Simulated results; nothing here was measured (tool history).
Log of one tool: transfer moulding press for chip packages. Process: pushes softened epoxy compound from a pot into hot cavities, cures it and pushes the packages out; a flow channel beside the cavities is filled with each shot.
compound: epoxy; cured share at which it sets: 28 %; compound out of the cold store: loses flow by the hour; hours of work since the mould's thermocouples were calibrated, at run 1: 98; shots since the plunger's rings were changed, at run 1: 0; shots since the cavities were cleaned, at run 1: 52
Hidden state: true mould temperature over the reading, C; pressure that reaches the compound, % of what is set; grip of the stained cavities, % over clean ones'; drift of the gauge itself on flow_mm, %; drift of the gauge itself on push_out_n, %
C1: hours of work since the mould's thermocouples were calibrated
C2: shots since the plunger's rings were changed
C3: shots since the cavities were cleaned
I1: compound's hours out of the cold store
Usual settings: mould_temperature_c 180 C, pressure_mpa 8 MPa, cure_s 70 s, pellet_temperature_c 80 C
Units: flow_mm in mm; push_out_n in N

{"run": 1, "hour": 0.0, "mould_temperature_c": 180, "pressure_mpa": 8, "cure_s": 70, "pellet_temperature_c": 80, "C1": 98, "C2": 0, "C3": 52, "I1": 15, "flow_mm": 814, "push_out_n": 298}
{"run": 2, "hour": 4.2, "mould_temperature_c": 180, "pressure_mpa": 8, "cure_s": 70, "pellet_temperature_c": 80, "C1": 100, "C2": 41, "C3": 93, "I1": 27.8, "flow_mm": 768, "push_out_n": 313}
{"run": 3, "hour": 10.2, "mould_temperature_c": 180, "pressure_mpa": 8, "cure_s": 86, "pellet_temperature_c": 80, "C1": 103, "C2": 99, "C3": 151, "I1": 8.2, "flow_mm": 836, "push_out_n": 238}
{"run": 4, "hour": 14.5, "mould_temperature_c": 180, "pressure_mpa": 8, "cure_s": 70, "pellet_temperature_c": 80, "C1": 105, "C2": 141, "C3": 193, "I1": 39.8, "flow_mm": 711, "push_out_n": 312}
{"run": 5, "hour": 19.3, "mould_temperature_c": 180, "pressure_mpa": 8, "cure_s": 70, "pellet_temperature_c": 80, "C1": 107, "C2": 188, "C3": 240, "I1": 37, "flow_mm": 734, "push_out_n": 367}
{"run": 6, "hour": 27.8, "mould_temperature_c": 180, "pressure_mpa": 8, "cure_s": 70, "pellet_temperature_c": 76, "C1": 111, "C2": 271, "C3": 323, "I1": 47.3, "flow_mm": 691, "push_out_n": 375}
{"run": 7, "hour": 32.8, "mould_temperature_c": 180, "pressure_mpa": 8, "cure_s": 70, "pellet_temperature_c": 76, "C1": 113, "C2": 320, "C3": 372, "I1": 38.1, "flow_mm": 725, "push_out_n": 397}
{"run": 8, "hour": 36.9, "mould_temperature_c": 180, "pressure_mpa": 8, "cure_s": 70, "pellet_temperature_c": 76, "C1": 115, "C2": 360, "C3": 412, "I1": 20.3, "flow_mm": 786, "push_out_n": 429}
{"run": 9, "hour": 42.8, "mould_temperature_c": 180, "pressure_mpa": 7.07, "cure_s": 70, "pellet_temperature_c": 82, "C1": 118, "C2": 418, "C3": 470, "I1": 47.3, "flow_mm": 649, "push_out_n": 395}
{"run": 10, "hour": 46.8, "mould_temperature_c": 183, "pressure_mpa": 6.41, "cure_s": 52, "pellet_temperature_c": 70, "C1": 120, "C2": 458, "C3": 510, "I1": 47.4, "flow_mm": 616, "push_out_n": 782}
{"run": 11, "hour": 54.7, "mould_temperature_c": 182, "pressure_mpa": 8.28, "cure_s": 63, "pellet_temperature_c": 88, "C1": 123, "C2": 535, "C3": 587, "I1": 36.9, "flow_mm": 725, "push_out_n": 495}

Forecast each of these 3 alternatives for the next run:
{"run": "A", "hour": 61.1, "mould_temperature_c": 184, "pressure_mpa": 7.67, "cure_s": 65, "pellet_temperature_c": 88, "C1": 126, "C2": 597, "C3": 649, "I1": 46, "flow_mm": "?", "push_out_n": "?"}
{"run": "B", "hour": 61.1, "mould_temperature_c": 182, "pressure_mpa": 8.28, "cure_s": 63, "pellet_temperature_c": 88, "C1": 126, "C2": 597, "C3": 649, "I1": 40.7, "flow_mm": "?", "push_out_n": "?"}
{"run": "C", "hour": 61.1, "mould_temperature_c": 182, "pressure_mpa": 9.07, "cure_s": 106, "pellet_temperature_c": 88, "C1": 126, "C2": 597, "C3": 649, "I1": 21.5, "flow_mm": "?", "push_out_n": "?"}

run=A flow_mm=664 push_out_n=372
run=B flow_mm=715 push_out_n=491
run=C flow_mm=810 push_out_n=287
Without the tool's hidden state the same runs would have given:
run=A flow_mm=673 push_out_n=207
run=B flow_mm=724 push_out_n=277
run=C flow_mm=820 push_out_n=157

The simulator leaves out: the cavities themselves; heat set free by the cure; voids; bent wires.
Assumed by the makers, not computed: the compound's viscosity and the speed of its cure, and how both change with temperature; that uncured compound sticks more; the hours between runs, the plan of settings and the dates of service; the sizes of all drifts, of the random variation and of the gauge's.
